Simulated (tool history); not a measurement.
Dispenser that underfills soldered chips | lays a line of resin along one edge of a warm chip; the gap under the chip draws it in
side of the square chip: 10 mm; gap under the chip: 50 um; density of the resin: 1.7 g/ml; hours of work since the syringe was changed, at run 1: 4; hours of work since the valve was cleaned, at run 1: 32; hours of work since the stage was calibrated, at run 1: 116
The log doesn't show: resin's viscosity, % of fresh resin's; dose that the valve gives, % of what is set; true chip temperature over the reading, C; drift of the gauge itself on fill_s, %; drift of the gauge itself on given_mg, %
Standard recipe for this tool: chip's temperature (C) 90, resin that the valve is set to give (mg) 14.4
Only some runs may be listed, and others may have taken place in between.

run,day,chip's temperature (C),resin that the valve is set to give (mg),hours of work since the syringe was changed,hours of work since the valve was cleaned,hours of work since the stage was calibrated,time until the resin shows at the far edge (s),resin that the valve gave (mg)
1,0,90,14.4,4,32,116,49.5,14.2
2,0.225,90,14.4,7,35,119,60,14.09
# day 0.267: new syringe of resin
3,0.383,90,14.4,2,37,121,41.1,14.27
4,0.546,90,14.4,4,40,124,47,14.21
# day 0.783: new syringe of resin
5,0.867,90,14.4,1,44,128,39.7,14.19
6,1.062,90,13.1,4,47,131,48.9,12.9
# day 1.312: new syringe of resin
7,1.392,90,13.1,1,52,136,39.6,12.87
8,1.629,90,13.1,5,55,139,49.3,12.76
9,1.762,90,15.5,7,57,141,56.1,15.31
# day 1.846: new syringe of resin
10,2.029,90,14.4,3,61,145,44.5,14.14
11,2.342,90,15.7,7,65,149,58,15.25
# day 2.383: new syringe of resin
12,2.638,90,15.7,4,69,154,45.1,15.38
# day 2.904: new syringe of resin
13,2.958,90,15.7,1,74,158,38,15.23
14,3.267,90,15.7,5,79,163,51.4,15.29
# day 3.438: new syringe of resin
15,3.562,90,15.7,2,83,167,40.8,15.18
16,3.871,90,18.1,6,87,171,54.9,17.61
# day 3.967: new syringe of resin
17,4.2,90,18.1,3,92,176,44,17.48
18,4.425,90,18.1,7,95,179,55.1,17.49
# day 4.492: new syringe of resin
19,4.733,90,18.1,4,100,184,43.9,17.4
20,4.942,105,14.4,7,103,187,33.9,13.84
# day 5.008: new syringe of resin
21,5.154,99,15.1,2,106,190,29.6,14.53
22,5.383,99,15.1,5,109,193,37,14.52
# day 5.529: new syringe of resin
23,5.667,96,13,2,113,197,33.3,12.49
24,5.808,90,18.2,4,115,199,46.1,17.57
# day 6.054: new syringe of resin
25,6.054,90,18.2,0,118,202,34.9,17.42
26,6.196,100,14.7,2,120,204,29.1,14.08
27,6.442,101,14.2,6,124,208,35.9,13.58
# day 6.588: new syringe of resin
28,6.633,81,12.9,1,127,211,52.4,12.3
29,6.8,92,15.5,3,129,213,40.5,14.8
30,6.933,84,12.7,5,131,215,64.1,12.16
# day 7.108: new syringe of resin
31,7.117,90,14.1,0,134,218,35.5,13.5
32,7.325,90,14.1,3,137,221,44.1,13.47
# day 7.429: dispensing valve cleaned and set on the balance
33,7.525,90,14.1,5,1,223,50.6,13.97
# day 7.696: new syringe of resin
34,7.833,90,14.1,2,6,227,40.9,14.1
35,8.158,101,14.1,7,11,232,37.9,14.06

Branching from run 35: 4 alternative next runs. What would each branch give?
# day 8.212: new syringe of resin
A,8.483,101,14.9,4,15,237,?,?
# day 8.212: new syringe of resin
B,8.483,90,14.1,4,15,237,?,?
# day 8.212: new syringe of resin
C,8.483,77,16.3,4,15,237,?,?
# day 8.212: new syringe of resin
D,8.483,81,12.8,4,15,237,?,?

run,time until the resin shows at the far edge (s),resin that the valve gave (mg)
A,31.1,14.8
B,45.9,14.06
C,71.8,16.23
D,64.2,12.69
Without the tool's hidden state the same runs would have given:
run,time until the resin shows at the far edge (s),resin that the valve gave (mg)
A,25.6,14.89
B,38,14.15
C,59.6,16.33
D,53.2,12.78
